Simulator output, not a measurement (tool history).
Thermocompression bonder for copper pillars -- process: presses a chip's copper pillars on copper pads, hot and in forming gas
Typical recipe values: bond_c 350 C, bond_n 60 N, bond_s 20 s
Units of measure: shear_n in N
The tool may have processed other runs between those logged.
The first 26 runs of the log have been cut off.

Run 27, hour 241.8: usual settings but bond_n 65 N. Result: shear_n 33.1 N.
Run 28, hour 249.6: usual settings but bond_c 360 C, bond_s 37 s. Result: shear_n 43.7 N.
Run 29, hour 259.9: usual settings but bond_c 360 C, bond_s 37 s. Result: shear_n 43.9 N.
Run 30, hour 269.9: usual settings but bond_n 86 N. Result: shear_n 37.7 N.
Run 31, hour 282.3: usual settings but bond_n 38 N, bond_s 24 s. Result: shear_n 26.4 N.
Run 32, hour 294.9: usual settings but bond_c 342 C, bond_n 58 N, bond_s 23 s. Result: shear_n 30.0 N.
Run 33, hour 302.1: usual settings but bond_c 342 C, bond_n 58 N, bond_s 23 s. Result: shear_n 30.9 N.
Run 34, hour 309.6: usual settings but bond_c 342 C, bond_n 58 N, bond_s 23 s. Result: shear_n 30.7 N.
Run 35, hour 320.5: usual settings but bond_c 335 C, bond_n 42 N, bond_s 13 s. Result: shear_n 17.4 N.
Run 36, hour 332.6: usual settings but bond_c 335 C, bond_n 42 N, bond_s 24 s. Result: shear_n 23.1 N.
Run 37, hour 339.7: usual settings but bond_c 335 C, bond_n 38 N, bond_s 24 s. Result: shear_n 21.7 N.
Run 38, hour 347.7: usual settings but bond_c 367 C, bond_n 36 N, bond_s 24 s. Result: shear_n 30.9 N.
Run 39, hour 359.9: usual settings but bond_c 367 C, bond_n 36 N, bond_s 24 s. Result: shear_n 30.7 N.

Forecast each of these 3 alternatives for the next run:
Run A, hour 368.1: usual settings but bond_n 59 N. Result: shear_n ?.
Run B, hour 368.1: usual settings but bond_c 338 C, bond_n 50 N, bond_s 35 s. Result: shear_n ?.
Run C, hour 368.1: usual settings but bond_c 367 C, bond_s 26 s. Result: shear_n ?.

run  shear_n
  A     32.7
  B     30.1
  C     41.0
What these runs would have given with no unlogged condition in the tool:
run  shear_n
  A     35.9
  B     33.3
  C     44.7
